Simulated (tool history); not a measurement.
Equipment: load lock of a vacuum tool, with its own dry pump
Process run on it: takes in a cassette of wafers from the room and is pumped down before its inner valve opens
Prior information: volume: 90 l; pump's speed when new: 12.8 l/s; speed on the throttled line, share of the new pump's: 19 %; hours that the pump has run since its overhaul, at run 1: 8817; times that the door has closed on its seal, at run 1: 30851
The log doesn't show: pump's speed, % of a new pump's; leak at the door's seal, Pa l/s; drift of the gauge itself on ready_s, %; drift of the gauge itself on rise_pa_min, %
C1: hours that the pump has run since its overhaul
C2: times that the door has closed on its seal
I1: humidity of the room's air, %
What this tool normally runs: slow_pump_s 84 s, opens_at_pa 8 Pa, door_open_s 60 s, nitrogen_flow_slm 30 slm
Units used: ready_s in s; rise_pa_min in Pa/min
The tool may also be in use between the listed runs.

run 1 hour=0.0 | slow_pump_s=84 opens_at_pa=8 door_open_s=60 nitrogen_flow_slm=30 | C1=8817 C2=30851 | I1=42.7 | ready_s=143.2 rise_pa_min=0.557
-- hour=230.8 door's seal changed, seat wiped
run 2 hour=354.6 | slow_pump_s=84 opens_at_pa=8 door_open_s=60 nitrogen_flow_slm=30 | C1=9170 C2=403 | I1=43.9 | ready_s=142.1 rise_pa_min=0.024
run 3 hour=630.7 | slow_pump_s=84 opens_at_pa=8 door_open_s=60 nitrogen_flow_slm=30 | C1=9446 C2=1302 | I1=45.5 | ready_s=143.0 rise_pa_min=0.026
run 4 hour=845.1 | slow_pump_s=84 opens_at_pa=8 door_open_s=60 nitrogen_flow_slm=30 | C1=9660 C2=1999 | I1=44.7 | ready_s=142.2 rise_pa_min=0.025
run 5 hour=1306.8 | slow_pump_s=84 opens_at_pa=11 door_open_s=60 nitrogen_flow_slm=30 | C1=10122 C2=3501 | I1=44.3 | ready_s=141.6 rise_pa_min=0.039
run 6 hour=1555.3 | slow_pump_s=84 opens_at_pa=11 door_open_s=60 nitrogen_flow_slm=30 | C1=10370 C2=4310 | I1=42.0 | ready_s=140.4 rise_pa_min=0.045
run 7 hour=1866.2 | slow_pump_s=84 opens_at_pa=11 door_open_s=60 nitrogen_flow_slm=30 | C1=10681 C2=5321 | I1=44.2 | ready_s=142.8 rise_pa_min=0.051
run 8 hour=2258.9 | slow_pump_s=84 opens_at_pa=8 door_open_s=60 nitrogen_flow_slm=30 | C1=11074 C2=6599 | I1=41.8 | ready_s=146.0 rise_pa_min=0.064
run 9 hour=2515.2 | slow_pump_s=84 opens_at_pa=8 door_open_s=60 nitrogen_flow_slm=30 | C1=11330 C2=7433 | I1=48.1 | ready_s=146.0 rise_pa_min=0.080
-- hour=2880.6 dry pump taken out, an overhauled one fitted
run 10 hour=2945.8 | slow_pump_s=84 opens_at_pa=8 door_open_s=60 nitrogen_flow_slm=30 | C1=65 C2=8814 | I1=46.2 | ready_s=134.8 rise_pa_min=0.093
run 11 hour=3227.1 | slow_pump_s=84 opens_at_pa=8 door_open_s=60 nitrogen_flow_slm=30 | C1=346 C2=9729 | I1=46.8 | ready_s=135.1 rise_pa_min=0.102
run 12 hour=3529.4 | slow_pump_s=84 opens_at_pa=8 door_open_s=93 nitrogen_flow_slm=30 | C1=649 C2=10713 | I1=43.9 | ready_s=136.6 rise_pa_min=0.115
run 13 hour=3931.6 | slow_pump_s=84 opens_at_pa=8 door_open_s=93 nitrogen_flow_slm=30 | C1=1051 C2=12022 | I1=43.4 | ready_s=136.4 rise_pa_min=0.139
run 14 hour=4249.0 | slow_pump_s=84 opens_at_pa=8 door_open_s=60 nitrogen_flow_slm=30 | C1=1368 C2=13054 | I1=47.2 | ready_s=135.4 rise_pa_min=0.151
run 15 hour=4716.8 | slow_pump_s=84 opens_at_pa=8 door_open_s=60 nitrogen_flow_slm=30 | C1=1836 C2=14576 | I1=44.7 | ready_s=137.0 rise_pa_min=0.176
run 16 hour=5049.6 | slow_pump_s=84 opens_at_pa=8 door_open_s=60 nitrogen_flow_slm=30 | C1=2169 C2=15659 | I1=42.1 | ready_s=138.3 rise_pa_min=0.175
run 17 hour=5411.3 | slow_pump_s=84 opens_at_pa=8 door_open_s=60 nitrogen_flow_slm=30 | C1=2531 C2=16836 | I1=46.3 | ready_s=137.4 rise_pa_min=0.196
run 18 hour=5716.1 | slow_pump_s=84 opens_at_pa=8 door_open_s=60 nitrogen_flow_slm=30 | C1=2836 C2=17827 | I1=44.2 | ready_s=137.1 rise_pa_min=0.221
run 19 hour=6008.8 | slow_pump_s=65 opens_at_pa=8 door_open_s=126 nitrogen_flow_slm=30 | C1=3128 C2=18780 | I1=45.7 | ready_s=122.2 rise_pa_min=0.264
run 20 hour=6407.2 | slow_pump_s=65 opens_at_pa=8 door_open_s=126 nitrogen_flow_slm=30 | C1=3527 C2=20076 | I1=43.6 | ready_s=123.1 rise_pa_min=0.279
run 21 hour=6908.9 | slow_pump_s=115 opens_at_pa=8 door_open_s=46 nitrogen_flow_slm=30 | C1=4028 C2=21708 | I1=43.2 | ready_s=164.2 rise_pa_min=0.294
run 22 hour=7292.7 | slow_pump_s=115 opens_at_pa=8 door_open_s=46 nitrogen_flow_slm=30 | C1=4412 C2=22957 | I1=44.2 | ready_s=162.4 rise_pa_min=0.315
run 23 hour=7655.9 | slow_pump_s=84 opens_at_pa=11 door_open_s=60 nitrogen_flow_slm=5 | C1=4775 C2=24138 | I1=44.6 | ready_s=138.6 rise_pa_min=0.372
run 24 hour=7923.5 | slow_pump_s=49 opens_at_pa=8 door_open_s=60 nitrogen_flow_slm=12 | C1=5043 C2=25009 | I1=48.5 | ready_s=112.3 rise_pa_min=0.377
run 25 hour=8426.3 | slow_pump_s=58 opens_at_pa=14 door_open_s=60 nitrogen_flow_slm=9 | C1=5546 C2=26645 | I1=44.1 | ready_s=115.9 rise_pa_min=0.418
run 26 hour=8804.5 | slow_pump_s=61 opens_at_pa=11 door_open_s=60 nitrogen_flow_slm=30 | C1=5924 C2=27875 | I1=43.0 | ready_s=119.6 rise_pa_min=0.430
run 27 hour=9152.9 | slow_pump_s=167 opens_at_pa=6 door_open_s=48 nitrogen_flow_slm=5 | C1=6272 C2=29009 | I1=46.0 | ready_s=207.7 rise_pa_min=0.471
run 28 hour=9559.2 | slow_pump_s=84 opens_at_pa=9 door_open_s=32 nitrogen_flow_slm=44 | C1=6679 C2=30331 | I1=44.1 | ready_s=140.5 rise_pa_min=0.492
-- hour=9924.0 door's seal changed, seat wiped
run 29 hour=10069.3 | slow_pump_s=84 opens_at_pa=11 door_open_s=38 nitrogen_flow_slm=44 | C1=7187 C2=472 | I1=44.3 | ready_s=139.7 rise_pa_min=0.011
run 30 hour=10341.1 | slow_pump_s=84 opens_at_pa=11 door_open_s=38 nitrogen_flow_slm=44 | C1=7459 C2=1357 | I1=48.9 | ready_s=139.5 rise_pa_min=0.020
run 31 hour=10801.4 | slow_pump_s=119 opens_at_pa=9 door_open_s=107 nitrogen_flow_slm=5 | C1=7919 C2=2854 | I1=43.5 | ready_s=171.0 rise_pa_min=0.077
run 32 hour=11319.9 | slow_pump_s=73 opens_at_pa=6 door_open_s=48 nitrogen_flow_slm=30 | C1=8438 C2=4541 | I1=43.7 | ready_s=138.0 rise_pa_min=0.046
run 33 hour=11538.4 | slow_pump_s=84 opens_at_pa=8 door_open_s=213 nitrogen_flow_slm=30 | C1=8656 C2=5252 | I1=43.6 | ready_s=145.8 rise_pa_min=0.085
run 34 hour=11816.6 | slow_pump_s=84 opens_at_pa=10 door_open_s=60 nitrogen_flow_slm=4 | C1=8935 C2=6157 | I1=44.8 | ready_s=143.5 rise_pa_min=0.085
run 35 hour=12254.8 | slow_pump_s=84 opens_at_pa=10 door_open_s=60 nitrogen_flow_slm=4 | C1=9373 C2=7583 | I1=46.6 | ready_s=142.1 rise_pa_min=0.106
run 36 hour=12775.1 | slow_pump_s=102 opens_at_pa=7 door_open_s=96 nitrogen_flow_slm=4 | C1=9893 C2=9276 | I1=45.3 | ready_s=161.1 rise_pa_min=0.135

What would each run have given without the hidden state, its run-to-run variation left as it was?
run=1 ready_s=135.4 rise_pa_min=0.019
run=2 ready_s=134.0 rise_pa_min=0.023
run=3 ready_s=134.5 rise_pa_min=0.020
run=4 ready_s=133.4 rise_pa_min=0.016
run=5 ready_s=132.6 rise_pa_min=0.020
run=6 ready_s=131.2 rise_pa_min=0.018
run=7 ready_s=133.1 rise_pa_min=0.017
run=8 ready_s=135.3 rise_pa_min=0.017
run=9 ready_s=134.9 rise_pa_min=0.026
run=10 ready_s=134.8 rise_pa_min=0.024
run=11 ready_s=134.8 rise_pa_min=0.022
run=12 ready_s=136.1 rise_pa_min=0.021
run=13 ready_s=135.4 rise_pa_min=0.028
run=14 ready_s=134.1 rise_pa_min=0.022
run=15 ready_s=135.3 rise_pa_min=0.026
run=16 ready_s=136.2 rise_pa_min=0.016
run=17 ready_s=134.9 rise_pa_min=0.014
run=18 ready_s=134.3 rise_pa_min=0.023
run=19 ready_s=118.9 rise_pa_min=0.039
run=20 ready_s=119.2 rise_pa_min=0.031
run=21 ready_s=160.5 rise_pa_min=0.020
run=22 ready_s=158.5 rise_pa_min=0.016
run=23 ready_s=133.7 rise_pa_min=0.044
run=24 ready_s=106.3 rise_pa_min=0.028
run=25 ready_s=110.0 rise_pa_min=0.031
run=26 ready_s=113.2 rise_pa_min=0.015
run=27 ready_s=202.5 rise_pa_min=0.029
run=28 ready_s=133.3 rise_pa_min=0.006
run=29 ready_s=132.1 rise_pa_min=0.009
run=30 ready_s=131.6 rise_pa_min=0.013
run=31 ready_s=163.4 rise_pa_min=0.061
run=32 ready_s=127.7 rise_pa_min=0.014
run=33 ready_s=135.9 rise_pa_min=0.049
run=34 ready_s=133.8 rise_pa_min=0.038
run=35 ready_s=132.0 rise_pa_min=0.045
run=36 ready_s=150.2 rise_pa_min=0.054

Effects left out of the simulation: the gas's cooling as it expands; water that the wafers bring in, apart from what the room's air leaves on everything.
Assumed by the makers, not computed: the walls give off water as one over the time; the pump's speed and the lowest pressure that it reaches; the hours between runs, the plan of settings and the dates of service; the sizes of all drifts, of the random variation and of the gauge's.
